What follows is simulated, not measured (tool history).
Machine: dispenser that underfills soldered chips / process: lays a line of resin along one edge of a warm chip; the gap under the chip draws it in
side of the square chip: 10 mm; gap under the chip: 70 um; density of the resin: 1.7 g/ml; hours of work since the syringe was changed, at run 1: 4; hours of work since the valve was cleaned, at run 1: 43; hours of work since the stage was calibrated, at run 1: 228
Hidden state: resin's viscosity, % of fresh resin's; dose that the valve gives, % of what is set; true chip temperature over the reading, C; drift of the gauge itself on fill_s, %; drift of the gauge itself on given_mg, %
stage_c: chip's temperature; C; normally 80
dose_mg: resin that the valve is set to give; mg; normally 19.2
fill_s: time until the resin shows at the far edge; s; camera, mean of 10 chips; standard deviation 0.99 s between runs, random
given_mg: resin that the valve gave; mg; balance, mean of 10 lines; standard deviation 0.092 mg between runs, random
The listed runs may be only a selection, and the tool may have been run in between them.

run	hour	stage_c	dose_mg	hours of work since the syringe was changed	hours of work since the valve was cleaned	hours of work since the stage was calibrated	fill_s	given_mg
1	0	80	19.2	4	43	228	131	18.57
# hour 4: new syringe of resin
2	11.3	80	19.2	6	52	236	143.3	18.42
# hour 13.4: new syringe of resin
# hour 22.9: new syringe of resin
3	23.2	80	19.2	0	61	246	99.1	18.16
4	30.6	80	19.2	6	67	251	149.2	18.28
# hour 32.1: new syringe of resin
5	38.3	80	19.2	5	73	257	132.1	18.21
# hour 41.9: new syringe of resin
6	43.7	80	19.8	1	77	261	104.9	18.72
# hour 51.5: new syringe of resin
7	55.2	80	19.8	3	86	270	121.1	18.51
# hour 61.2: new syringe of resin
8	66	80	19.9	4	94	279	125.2	18.39
# hour 71.2: new syringe of resin
9	72.1	90	19.9	1	99	283	73	18.2
# hour 79.5: dispensing valve cleaned and set on the balance
# hour 82.2: new syringe of resin
10	83.6	90	19.9	1	3	291	73.7	19.79
# hour 91.7: new syringe of resin
11	93.4	90	23.7	1	11	299	75	23.63
# hour 101.4: new syringe of resin
12	104.6	80	19.2	3	19	308	115.6	19.12
# hour 110.9: new syringe of resin
13	111.7	80	18.4	1	25	313	100.7	18.08
14	118.4	80	18.4	6	30	318	149.1	18.07
# hour 120.8: new syringe of resin
15	127.7	80	19.2	6	37	326	145.1	18.84
# hour 130.4: new syringe of resin
16	139	80	19.2	7	46	334	156.2	18.6
# hour 140.2: new syringe of resin
# hour 145.6: stage's temperature calibrated
17	148.9	66	19.2	6	53	3	240.8	18.46
# hour 150.5: new syringe of resin
18	158.6	80	16.5	6	60	10	149.3	15.75
# hour 159.8: new syringe of resin
19	166.4	80	16.5	5	66	16	140.9	15.8
# hour 169.5: new syringe of resin
20	173.6	84	16.5	3	72	22	107.1	15.88
# hour 178.8: new syringe of resin
21	185.7	84	16.5	5	81	31	125.9	15.48
# hour 188.7: new syringe of resin
22	192.4	84	16.5	3	86	36	105	15.62
# hour 198.6: new syringe of resin
23	201.3	73	17.5	2	93	43	144.5	16.32
24	206.3	73	17	6	97	47	190.1	15.95
# hour 207.8: new syringe of resin
# hour 216.6: dispensing valve cleaned and set on the balance
25	217.5	80	24	7	1	55	150.1	24.08
# hour 218.7: new syringe of resin
# hour 228.5: new syringe of resin
26	228.6	80	24	0	9	63	94.9	23.96
# hour 238: new syringe of resin
27	239.5	85	23.9	1	18	72	89.4	23.72
28	246.7	68	22.6	7	23	77	237.8	22.47
# hour 247.6: new syringe of resin
29	256.3	72	19.8	7	31	85	204.7	19.27
# hour 257.2: new syringe of resin
# hour 266.7: new syringe of resin
30	266.9	72	19.8	0	39	93	128.1	19.35
31	273.9	81	22.3	6	44	98	134.6	21.62
# hour 276.9: new syringe of resin
32	284.5	72	22.3	6	52	107	192.5	21.33
# hour 286.2: new syringe of resin
33	294.3	67	23.9	6	60	114	232.7	22.85
# hour 295.6: new syringe of resin
34	300.4	82	24.9	4	65	119	113.3	23.67

Measured minus without-hidden-state, run by run (identical run-to-run variation in each term; gauge scatter may differ):
run	fill_s	given_mg
1	+36.6	-0.65
2	+49.8	-0.78
3	+5.4	-0.9
4	+54.6	-1.01
5	+39.3	-1.1
6	+11.6	-1.2
7	+25.8	-1.32
8	+31	-1.46
9	+4.6	-1.53
10	+5.6	+0.02
11	+8	-0.13
12	+20.5	-0.21
13	+6.1	-0.28
14	+51.9	-0.35
15	+48.9	-0.47
16	+61.2	-0.6
17	+83.6	-0.7
18	+54	-0.69
19	+42.5	-0.77
20	+23	-0.83
21	+40.9	-0.94
22	+21.8	-1.02
23	+22.2	-1.17
24	+68.6	-1.2
25	+55.8	+0.04
26	+0.6	-0.11
27	+9.2	-0.25
28	+93.9	-0.32
29	+79.3	-0.4
30	+3.3	-0.51
31	+44.7	-0.67
32	+69.4	-0.81
33	+84.9	-1.03
34	+27	-1.16
